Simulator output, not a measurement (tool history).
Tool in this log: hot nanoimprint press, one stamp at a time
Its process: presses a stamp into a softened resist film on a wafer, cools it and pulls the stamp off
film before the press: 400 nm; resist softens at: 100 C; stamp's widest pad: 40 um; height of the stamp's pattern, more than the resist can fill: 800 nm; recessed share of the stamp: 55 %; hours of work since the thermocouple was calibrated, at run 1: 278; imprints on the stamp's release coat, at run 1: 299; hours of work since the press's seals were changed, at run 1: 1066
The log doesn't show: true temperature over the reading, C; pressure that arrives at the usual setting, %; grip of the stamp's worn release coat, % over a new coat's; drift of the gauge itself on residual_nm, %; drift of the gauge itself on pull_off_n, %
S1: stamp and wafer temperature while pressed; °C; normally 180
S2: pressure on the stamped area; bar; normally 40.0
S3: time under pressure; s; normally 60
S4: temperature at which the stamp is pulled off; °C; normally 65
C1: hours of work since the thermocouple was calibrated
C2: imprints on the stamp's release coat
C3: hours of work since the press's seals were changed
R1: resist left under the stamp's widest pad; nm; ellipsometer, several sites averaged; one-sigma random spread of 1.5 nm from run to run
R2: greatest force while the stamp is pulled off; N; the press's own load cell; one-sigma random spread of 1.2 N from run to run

run     day   S1    S2   S3  S4   C1   C2    C3     R1   R2
  1   0.000  180  40.0   60  65  278  299  1066  252.7  105
  2   2.471  180  40.0   60  65  316  422  1104  251.5  104
  3   5.675  180  54.0   60  65  365  582  1153  229.8  111
      6.317  -- stamp cleaned and given a new release coat
  4   9.862  180  40.0   60  65  426  177  1214  261.8  104
  5  13.579  180  40.0   47  65  483  363  1271  277.5  106
     15.083  -- plate thermocouple calibrated
     15.925  -- press's hydraulic seals changed and the load cell set to zero
  6  16.912  180  40.0   60  50   23  507    15  261.1  129
     19.071  -- stamp cleaned and given a new release coat
  7  20.883  180  40.0   60  50   80   91    73  262.2  124
  8  22.917  180  40.0   60  50  112  192   104  265.2  127
  9  26.362  180  40.0   60  50  165  365   157  265.2  129
 10  28.796  180  40.0   60  50  203  486   195  268.8  131
     31.533  -- stamp cleaned and given a new release coat
 11  32.750  180  40.0   60  50  260   61   252  271.2  125
 12  35.412  180  62.1   60  65  301  194   293  230.7  108
     38.383  -- plate thermocouple calibrated, once more
 13  39.392  180  62.1   60  65   16  387   352  198.0  103
 14  41.250  180  40.0   60  65   44  480   381  236.3  105
     44.029  -- stamp cleaned and given a new release coat
 15  44.738  180  40.0   60  65   94   36   431  240.6   99
 16  47.408  187  40.0   65  65  135  169   472  183.0  101
 17  50.079  177  44.7   60  65  177  303   513  261.9  104
 18  51.896  179  44.7   49  65  205  393   541  262.5  103
 19  54.367  172  40.0   33  65  243  517   580  345.1  105
     56.450  -- stamp cleaned and given a new release coat
 20  56.458  172  24.9   64  70  271    1   608  341.3   94
 21  59.133  189  45.9   60  65  312  135   649  170.5  101
 22  61.321  190  45.9   60  64  346  244   683  164.3  105
 23  65.233  178  52.4   37  55  407  439   743  282.8  122
 24  67.371  180  40.8  102  64  440  546   776  218.3  108
     68.829  -- stamp cleaned and given a new release coat
 25  69.346  180  40.8  102  64  466   26   803  219.5  101
     71.979  -- plate thermocouple calibrated
 26  73.296  180  61.6   34  57   20  217   862  244.9  113
 27  75.717  182  34.1   34  62   58  338   899  281.7  110
 28  78.200  182  34.1   34  62   96  462   938  283.1  108
 29  79.850  182  34.1   93  71  121  544   963  213.8   96

Alternative continuations, all from the tool just after run 29; predict every row:
     81.262  -- stamp cleaned and given a new release coat
  A  82.633  184  34.1  93  71  161  69  1002   ?   ?
     81.262  -- stamp cleaned and given a new release coat
  B  82.633  186  30.7  42  71  161  69  1002   ?   ?
     81.262  -- stamp cleaned and given a new release coat
  C  82.633  182  34.1  57  71  161  69  1002   ?   ?
     81.262  -- stamp cleaned and given a new release coat
  D  82.633  169  27.2  60  60  161  69  1002   ?   ?

run     R1   R2
  A  198.0   93
  B  249.4   92
  C  249.9   91
  D  360.0  108
With no hidden state in the tool, these same runs would have given:
run     R1   R2
  A  186.3   90
  B  237.5   89
  C  237.1   89
  D  353.0  105

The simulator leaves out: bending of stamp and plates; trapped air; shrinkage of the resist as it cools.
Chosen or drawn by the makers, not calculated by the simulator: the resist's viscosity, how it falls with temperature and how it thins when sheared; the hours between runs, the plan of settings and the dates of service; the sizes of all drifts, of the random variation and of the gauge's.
